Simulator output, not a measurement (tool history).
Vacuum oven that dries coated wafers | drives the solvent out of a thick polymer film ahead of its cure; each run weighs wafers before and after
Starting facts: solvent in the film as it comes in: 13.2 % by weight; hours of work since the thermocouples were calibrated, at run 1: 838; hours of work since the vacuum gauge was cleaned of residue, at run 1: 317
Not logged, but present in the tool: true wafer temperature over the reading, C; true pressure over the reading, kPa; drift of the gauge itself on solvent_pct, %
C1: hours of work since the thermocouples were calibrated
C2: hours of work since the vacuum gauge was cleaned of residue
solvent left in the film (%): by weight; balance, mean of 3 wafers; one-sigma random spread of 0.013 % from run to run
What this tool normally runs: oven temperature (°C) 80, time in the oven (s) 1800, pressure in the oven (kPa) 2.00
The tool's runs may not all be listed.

run 1 hour=0.0 | oven_temperature_(°C)=80 time_in_the_oven_(s)=1800 pressure_in_the_oven_(kPa)=2.00 | C1=838 C2=317 | solvent_left_in_the_film_(%)=1.94
run 2 hour=96.1 | oven_temperature_(°C)=80 time_in_the_oven_(s)=1800 pressure_in_the_oven_(kPa)=2.00 | C1=890 C2=370 | solvent_left_in_the_film_(%)=1.95
run 3 hour=179.9 | oven_temperature_(°C)=80 time_in_the_oven_(s)=1800 pressure_in_the_oven_(kPa)=2.00 | C1=936 C2=415 | solvent_left_in_the_film_(%)=1.95
run 4 hour=254.1 | oven_temperature_(°C)=80 time_in_the_oven_(s)=1800 pressure_in_the_oven_(kPa)=2.62 | C1=976 C2=456 | solvent_left_in_the_film_(%)=2.32
run 5 hour=376.8 | oven_temperature_(°C)=80 time_in_the_oven_(s)=1800 pressure_in_the_oven_(kPa)=2.62 | C1=1043 C2=522 | solvent_left_in_the_film_(%)=2.29
run 6 hour=484.1 | oven_temperature_(°C)=80 time_in_the_oven_(s)=1800 pressure_in_the_oven_(kPa)=2.62 | C1=1101 C2=581 | solvent_left_in_the_film_(%)=2.30
run 7 hour=571.1 | oven_temperature_(°C)=80 time_in_the_oven_(s)=1800 pressure_in_the_oven_(kPa)=2.62 | C1=1148 C2=628 | solvent_left_in_the_film_(%)=2.30
run 8 hour=669.1 | oven_temperature_(°C)=80 time_in_the_oven_(s)=1800 pressure_in_the_oven_(kPa)=2.00 | C1=1202 C2=681 | solvent_left_in_the_film_(%)=1.93
run 9 hour=784.6 | oven_temperature_(°C)=80 time_in_the_oven_(s)=1800 pressure_in_the_oven_(kPa)=2.00 | C1=1265 C2=744 | solvent_left_in_the_film_(%)=1.94
run 10 hour=860.3 | oven_temperature_(°C)=80 time_in_the_oven_(s)=1800 pressure_in_the_oven_(kPa)=2.00 | C1=1306 C2=786 | solvent_left_in_the_film_(%)=1.92
run 11 hour=972.2 | oven_temperature_(°C)=80 time_in_the_oven_(s)=1800 pressure_in_the_oven_(kPa)=2.00 | C1=1367 C2=846 | solvent_left_in_the_film_(%)=1.94
run 12 hour=1089.2 | oven_temperature_(°C)=80 time_in_the_oven_(s)=1800 pressure_in_the_oven_(kPa)=2.13 | C1=1430 C2=910 | solvent_left_in_the_film_(%)=1.99
run 13 hour=1214.0 | oven_temperature_(°C)=80 time_in_the_oven_(s)=1800 pressure_in_the_oven_(kPa)=2.13 | C1=1498 C2=978 | solvent_left_in_the_film_(%)=1.97
run 14 hour=1301.9 | oven_temperature_(°C)=80 time_in_the_oven_(s)=1800 pressure_in_the_oven_(kPa)=2.13 | C1=1546 C2=1026 | solvent_left_in_the_film_(%)=1.99
-- hour=1309.2 oven's thermocouples calibrated
run 15 hour=1374.0 | oven_temperature_(°C)=80 time_in_the_oven_(s)=1800 pressure_in_the_oven_(kPa)=2.60 | C1=35 C2=1064 | solvent_left_in_the_film_(%)=2.57
run 16 hour=1501.8 | oven_temperature_(°C)=80 time_in_the_oven_(s)=1800 pressure_in_the_oven_(kPa)=2.60 | C1=105 C2=1134 | solvent_left_in_the_film_(%)=2.57
run 17 hour=1608.6 | oven_temperature_(°C)=80 time_in_the_oven_(s)=1800 pressure_in_the_oven_(kPa)=1.00 | C1=163 C2=1192 | solvent_left_in_the_film_(%)=1.57
-- hour=1639.5 vacuum gauge cleaned of residue and calibrated
run 18 hour=1690.2 | oven_temperature_(°C)=80 time_in_the_oven_(s)=1800 pressure_in_the_oven_(kPa)=1.00 | C1=207 C2=28 | solvent_left_in_the_film_(%)=1.46
run 19 hour=1767.6 | oven_temperature_(°C)=80 time_in_the_oven_(s)=1800 pressure_in_the_oven_(kPa)=1.00 | C1=249 C2=70 | solvent_left_in_the_film_(%)=1.43
run 20 hour=1848.4 | oven_temperature_(°C)=80 time_in_the_oven_(s)=1800 pressure_in_the_oven_(kPa)=1.00 | C1=293 C2=114 | solvent_left_in_the_film_(%)=1.44
run 21 hour=1958.1 | oven_temperature_(°C)=71 time_in_the_oven_(s)=1800 pressure_in_the_oven_(kPa)=1.00 | C1=352 C2=173 | solvent_left_in_the_film_(%)=3.36
run 22 hour=2053.2 | oven_temperature_(°C)=80 time_in_the_oven_(s)=1800 pressure_in_the_oven_(kPa)=1.30 | C1=404 C2=225 | solvent_left_in_the_film_(%)=1.61
run 23 hour=2148.8 | oven_temperature_(°C)=80 time_in_the_oven_(s)=3120 pressure_in_the_oven_(kPa)=6.39 | C1=456 C2=277 | solvent_left_in_the_film_(%)=4.15
run 24 hour=2225.6 | oven_temperature_(°C)=80 time_in_the_oven_(s)=2280 pressure_in_the_oven_(kPa)=3.25 | C1=498 C2=319 | solvent_left_in_the_film_(%)=2.43
run 25 hour=2292.9 | oven_temperature_(°C)=92 time_in_the_oven_(s)=1620 pressure_in_the_oven_(kPa)=2.00 | C1=535 C2=356 | solvent_left_in_the_film_(%)=0.91
run 26 hour=2372.5 | oven_temperature_(°C)=88 time_in_the_oven_(s)=1620 pressure_in_the_oven_(kPa)=7.61 | C1=578 C2=399 | solvent_left_in_the_film_(%)=3.72
run 27 hour=2486.0 | oven_temperature_(°C)=88 time_in_the_oven_(s)=1620 pressure_in_the_oven_(kPa)=7.61 | C1=640 C2=461 | solvent_left_in_the_film_(%)=3.71
run 28 hour=2572.9 | oven_temperature_(°C)=72 time_in_the_oven_(s)=1080 pressure_in_the_oven_(kPa)=1.40 | C1=687 C2=508 | solvent_left_in_the_film_(%)=5.08
run 29 hour=2683.5 | oven_temperature_(°C)=87 time_in_the_oven_(s)=1080 pressure_in_the_oven_(kPa)=1.95 | C1=747 C2=568 | solvent_left_in_the_film_(%)=1.81
run 30 hour=2798.6 | oven_temperature_(°C)=87 time_in_the_oven_(s)=1080 pressure_in_the_oven_(kPa)=1.95 | C1=810 C2=631 | solvent_left_in_the_film_(%)=1.82
run 31 hour=2885.0 | oven_temperature_(°C)=87 time_in_the_oven_(s)=1020 pressure_in_the_oven_(kPa)=1.95 | C1=857 C2=678 | solvent_left_in_the_film_(%)=1.90
run 32 hour=3014.2 | oven_temperature_(°C)=84 time_in_the_oven_(s)=1800 pressure_in_the_oven_(kPa)=4.06 | C1=927 C2=748 | solvent_left_in_the_film_(%)=2.53
run 33 hour=3107.6 | oven_temperature_(°C)=84 time_in_the_oven_(s)=1800 pressure_in_the_oven_(kPa)=4.06 | C1=978 C2=799 | solvent_left_in_the_film_(%)=2.50
run 34 hour=3173.0 | oven_temperature_(°C)=79 time_in_the_oven_(s)=1800 pressure_in_the_oven_(kPa)=3.63 | C1=1014 C2=835 | solvent_left_in_the_film_(%)=3.17
run 35 hour=3226.1 | oven_temperature_(°C)=91 time_in_the_oven_(s)=1800 pressure_in_the_oven_(kPa)=4.18 | C1=1043 C2=864 | solvent_left_in_the_film_(%)=1.81
run 36 hour=3328.6 | oven_temperature_(°C)=94 time_in_the_oven_(s)=1620 pressure_in_the_oven_(kPa)=2.83 | C1=1098 C2=919 | solvent_left_in_the_film_(%)=1.12
run 37 hour=3413.0 | oven_temperature_(°C)=90 time_in_the_oven_(s)=1320 pressure_in_the_oven_(kPa)=2.42 | C1=1144 C2=965 | solvent_left_in_the_film_(%)=1.32
run 38 hour=3509.9 | oven_temperature_(°C)=87 time_in_the_oven_(s)=1320 pressure_in_the_oven_(kPa)=1.48 | C1=1197 C2=1018 | solvent_left_in_the_film_(%)=1.22
run 39 hour=3566.8 | oven_temperature_(°C)=80 time_in_the_oven_(s)=2700 pressure_in_the_oven_(kPa)=7.27 | C1=1228 C2=1049 | solvent_left_in_the_film_(%)=4.67
run 40 hour=3643.5 | oven_temperature_(°C)=88 time_in_the_oven_(s)=1380 pressure_in_the_oven_(kPa)=1.34 | C1=1270 C2=1091 | solvent_left_in_the_film_(%)=1.03
run 41 hour=3746.9 | oven_temperature_(°C)=85 time_in_the_oven_(s)=1800 pressure_in_the_oven_(kPa)=2.63 | C1=1326 C2=1147 | solvent_left_in_the_film_(%)=1.64
-- hour=3858.0 vacuum gauge cleaned of residue and calibrated
run 42 hour=3869.0 | oven_temperature_(°C)=79 time_in_the_oven_(s)=1260 pressure_in_the_oven_(kPa)=1.84 | C1=1392 C2=6 | solvent_left_in_the_film_(%)=2.72
run 43 hour=3944.5 | oven_temperature_(°C)=79 time_in_the_oven_(s)=2640 pressure_in_the_oven_(kPa)=1.84 | C1=1433 C2=47 | solvent_left_in_the_film_(%)=1.36
run 44 hour=4069.8 | oven_temperature_(°C)=79 time_in_the_oven_(s)=2640 pressure_in_the_oven_(kPa)=1.84 | C1=1501 C2=115 | solvent_left_in_the_film_(%)=1.37

Below are 3 alternative next runs, each starting from the tool's condition after run 44. Predict each:
run A hour=4149.8 | oven_temperature_(°C)=90 time_in_the_oven_(s)=1740 pressure_in_the_oven_(kPa)=2.00 | C1=1545 C2=159 | solvent_left_in_the_film_(%)=?
run B hour=4149.8 | oven_temperature_(°C)=79 time_in_the_oven_(s)=2160 pressure_in_the_oven_(kPa)=4.80 | C1=1545 C2=159 | solvent_left_in_the_film_(%)=?
run C hour=4149.8 | oven_temperature_(°C)=78 time_in_the_oven_(s)=900 pressure_in_the_oven_(kPa)=2.19 | C1=1545 C2=159 | solvent_left_in_the_film_(%)=?

run=A solvent_left_in_the_film_(%)=0.89
run=B solvent_left_in_the_film_(%)=3.36
run=C solvent_left_in_the_film_(%)=4.23
Without the tool's hidden state the same runs would have given:
run=A solvent_left_in_the_film_(%)=0.98
run=B solvent_left_in_the_film_(%)=3.71
run=C solvent_left_in_the_film_(%)=4.72
